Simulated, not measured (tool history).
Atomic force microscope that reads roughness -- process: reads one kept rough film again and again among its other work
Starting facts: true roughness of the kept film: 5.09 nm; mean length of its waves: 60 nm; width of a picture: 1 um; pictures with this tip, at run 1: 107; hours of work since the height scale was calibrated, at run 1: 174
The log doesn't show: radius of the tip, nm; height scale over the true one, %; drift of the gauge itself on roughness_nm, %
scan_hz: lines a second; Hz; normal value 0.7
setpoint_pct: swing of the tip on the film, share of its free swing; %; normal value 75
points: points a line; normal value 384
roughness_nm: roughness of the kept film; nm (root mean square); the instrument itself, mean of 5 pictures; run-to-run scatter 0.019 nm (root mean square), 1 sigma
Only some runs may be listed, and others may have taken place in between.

run     day  scan_hz  setpoint_pct  points  pictures with this tip  hours of work since the height scale was calibrated  roughness_nm
  1       0      0.7            75     384                     107                                                  174         4.373
  2   1.608      0.7            59     384                     164                                                  194         4.434
  3   2.567      0.7            59     384                     198                                                  206         4.415
  4    3.95      0.7            59     384                     248                                                  223         4.371
  5   5.225      0.7            82     384                     293                                                  239         4.076
  6   6.488      0.7            82     384                     338                                                  255         4.019
      7.421  -- new tip fitted
  7   8.088      0.7            82     384                      24                                                  275         4.385
  8   9.688      0.7            62     384                      81                                                  295         4.553
  9  10.371      0.7            62     384                     105                                                  303         4.558
 10  11.592      0.7            75     384                     149                                                  319         4.355
 11  12.729    0.509            75     384                     189                                                  333         4.357
 12  13.808      0.7            75     384                     228                                                  347         4.244
 13  14.633      0.7            75     384                     257                                                  357         4.214
 14  16.029      0.7            75     384                     307                                                  374         4.183
 15  17.388    0.965            75     384                     355                                                  391         4.035
     17.821  -- new tip fitted
 16  18.354      0.7            75     384                      19                                                  403         4.467
 17  19.138      0.7            75     384                      47                                                  413         4.474
 18  19.933      0.7            75     384                      75                                                  423         4.432
 19  20.662      0.7            75     384                     101                                                  432         4.376
 20  21.938      0.7            75     849                     146                                                  448          4.29
 21  23.125      0.7            74     849                     189                                                  463         4.317
 22  24.396      0.7            74     849                     234                                                  479         4.256
 23  25.579      0.7            58     384                     276                                                  494         4.339
 24   26.55      0.7            90     384                     311                                                  506         3.894
 25  27.321    1.801            64     956                     338                                                  516         4.033
     28.179  -- new tip fitted
 26  28.558      0.7            65     763                      13                                                  531         4.617
 27  30.154      0.7            75     608                      70                                                  551         4.455
 28  31.512      0.7            75     333                     118                                                  568         4.384
 29  32.854    1.917            75     589                     166                                                  585         3.942
 30  33.558    2.342            79     352                     191                                                  594         3.625
 31  34.783    2.613            82     384                     235                                                  609         3.417
 32  36.067    2.613            82     384                     281                                                  625         3.351
 33  36.925    2.613            55     384                     311                                                  636         4.115
 34  37.821    2.613            55     384                     343                                                  647         4.076
     38.558  -- new tip fitted
 35  38.962    1.804            82     416                      14                                                  661         3.911
 36  40.583      0.7            56     270                      72                                                  681         4.599
 37  41.629    1.885            77     904                     109                                                  695         3.922
 38  42.758    1.885            77     904                     149                                                  709         3.899
 39  43.512    2.634            70     312                     176                                                  718         3.878
 40  44.779    2.379            59     312                     221                                                  734         4.161
 41  46.233      0.7            76     954                     273                                                  752         4.183
 42  47.854    0.676            67     384                     330                                                  773         4.236
     48.946  -- new tip fitted
 43  49.042    0.676            67     384                       3                                                  787         4.559
 44  50.112    0.676            67     384                      41                                                  801         4.554
 45  50.979    0.676            67     384                      72                                                  812         4.547

Below are 5 alternative next runs, each starting from the tool's condition after run 45. Predict each:
  A  52.346    3.526            58     384                     121                                                  829             ?
  B  52.346    0.676            61     384                     121                                                  829             ?
  C  52.346    0.509            68     314                     121                                                  829             ?
  D  52.346    0.641            74     589                     121                                                  829             ?
  E  52.346    0.605            74     960                     121                                                  829             ?

run  roughness_nm
  A         4.142
  B          4.47
  C         4.466
  D         4.426
  E         4.363
With no hidden state in the tool, these same runs would have given:
run  roughness_nm
  A         4.332
  B         4.676
  C         4.671
  D         4.629
  E         4.563

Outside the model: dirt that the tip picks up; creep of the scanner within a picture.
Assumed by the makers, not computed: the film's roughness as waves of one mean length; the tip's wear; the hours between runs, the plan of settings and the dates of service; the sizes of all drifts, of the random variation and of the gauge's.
